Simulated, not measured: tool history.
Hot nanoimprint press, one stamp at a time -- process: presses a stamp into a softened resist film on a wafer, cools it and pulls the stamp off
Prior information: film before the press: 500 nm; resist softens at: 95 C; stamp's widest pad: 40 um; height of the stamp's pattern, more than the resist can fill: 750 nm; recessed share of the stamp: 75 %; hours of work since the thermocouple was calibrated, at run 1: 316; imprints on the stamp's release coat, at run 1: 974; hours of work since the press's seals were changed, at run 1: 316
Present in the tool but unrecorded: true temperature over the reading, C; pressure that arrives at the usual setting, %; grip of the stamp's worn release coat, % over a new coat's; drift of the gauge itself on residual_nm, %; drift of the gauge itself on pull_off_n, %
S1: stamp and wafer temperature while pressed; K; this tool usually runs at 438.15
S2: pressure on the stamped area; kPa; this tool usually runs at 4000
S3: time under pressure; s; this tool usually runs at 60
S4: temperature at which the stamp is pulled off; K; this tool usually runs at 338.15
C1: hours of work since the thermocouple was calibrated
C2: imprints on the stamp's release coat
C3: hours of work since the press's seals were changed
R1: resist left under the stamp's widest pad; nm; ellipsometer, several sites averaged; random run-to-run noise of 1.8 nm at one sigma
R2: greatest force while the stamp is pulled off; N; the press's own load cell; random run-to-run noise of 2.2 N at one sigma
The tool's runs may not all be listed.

Run 1, hour 0.0: usual settings; C1 316; C2 974; C3 316. Result: R1 289.0 nm, R2 122 N.
Run 2, hour 12.6: usual settings; C1 323; C2 1023; C3 323. Result: R1 294.5 nm, R2 121 N.
Run 3, hour 21.0: usual settings; C1 327; C2 1055; C3 327. Result: R1 294.3 nm, R2 125 N.
Run 4, hour 38.2: usual settings; C1 337; C2 1121; C3 337. Result: R1 299.0 nm, R2 123 N.
Run 5, hour 51.9: usual settings but S3 51 s; C1 344; C2 1174; C3 344. Result: R1 307.9 nm, R2 122 N.
Run 6, hour 64.3: usual settings but S1 444.15 K, S3 51 s; C1 351; C2 1221; C3 351. Result: R1 265.3 nm, R2 129 N.
Run 7, hour 75.2: usual settings but S1 442.15 K; C1 357; C2 1263; C3 357. Result: R1 266.6 nm, R2 130 N.
At hour 85.2: plate thermocouple calibrated.
Run 8, hour 94.1: usual settings but S1 442.15 K; C1 5; C2 1324; C3 365. Result: R1 257.7 nm, R2 127 N.
Run 9, hour 110.1: usual settings; C1 14; C2 1386; C3 374. Result: R1 284.2 nm, R2 130 N.
Run 10, hour 118.6: usual settings; C1 18; C2 1418; C3 379. Result: R1 284.7 nm, R2 133 N.
Run 11, hour 132.5: usual settings; C1 26; C2 1472; C3 386. Result: R1 287.4 nm, R2 128 N.
Run 12, hour 149.8: usual settings but S1 450.15 K, S4 333.15 K; C1 35; C2 1538; C3 396. Result: R1 208.3 nm, R2 144 N.
Run 13, hour 160.0: usual settings but S1 450.15 K, S4 333.15 K; C1 41; C2 1577; C3 401. Result: R1 206.3 nm, R2 139 N.
At hour 169.7: stamp cleaned and given a new release coat.
Run 14, hour 174.5: usual settings but S3 30 s, S4 333.15 K; C1 45; C2 19; C3 406. Result: R1 350.8 nm, R2 107 N.
Run 15, hour 182.8: usual settings but S3 32 s, S4 333.15 K; C1 50; C2 51; C3 410. Result: R1 348.2 nm, R2 107 N.
Run 16, hour 189.9: usual settings but S3 32 s, S4 333.15 K; C1 54; C2 78; C3 414. Result: R1 348.7 nm, R2 110 N.
Run 17, hour 199.3: usual settings but S1 445.15 K, S2 5700 kPa, S3 81 s, S4 330.15 K; C1 59; C2 114; C3 419. Result: R1 184.4 nm, R2 119 N.
Run 18, hour 208.9: usual settings but S1 445.15 K, S2 5700 kPa, S3 81 s, S4 330.15 K; C1 64; C2 151; C3 425. Result: R1 179.5 nm, R2 117 N.
Run 19, hour 216.5: usual settings but S3 119 s; C1 68; C2 180; C3 429. Result: R1 226.3 nm, R2 101 N.
Run 20, hour 227.2: usual settings but S3 81 s; C1 74; C2 221; C3 435. Result: R1 259.0 nm, R2 104 N.
Run 21, hour 240.4: usual settings but S3 31 s; C1 81; C2 272; C3 442. Result: R1 347.3 nm, R2 105 N.
Run 22, hour 257.3: usual settings but S2 6170 kPa; C1 90; C2 337; C3 451. Result: R1 247.2 nm, R2 106 N.

Predict each of these 4 candidate next runs independently; none follows another, all start after run 22:
Run A, hour 272.9: usual settings but S1 437.15 K, S2 3070 kPa, S3 45 s; C1 99; C2 397; C3 459. Result: R1 ?, R2 ?.
Run B, hour 272.9: usual settings but S2 4840 kPa; C1 99; C2 397; C3 459. Result: R1 ?, R2 ?.
Run C, hour 272.9: usual settings but S2 6170 kPa, S3 52 s; C1 99; C2 397; C3 459. Result: R1 ?, R2 ?.
Run D, hour 272.9: usual settings but S1 447.15 K, S3 48 s, S4 340.15 K; C1 99; C2 397; C3 459. Result: R1 ?, R2 ?.

run     R1   R2
  A  349.4  110
  B  271.4  106
  C  260.3  109
  D  247.7  106
Stripped of hidden state, with their random variation kept, the same runs would have yielded:
run     R1   R2
  A  342.2  101
  B  262.2   97
  C  249.8  100
  D  240.1   97
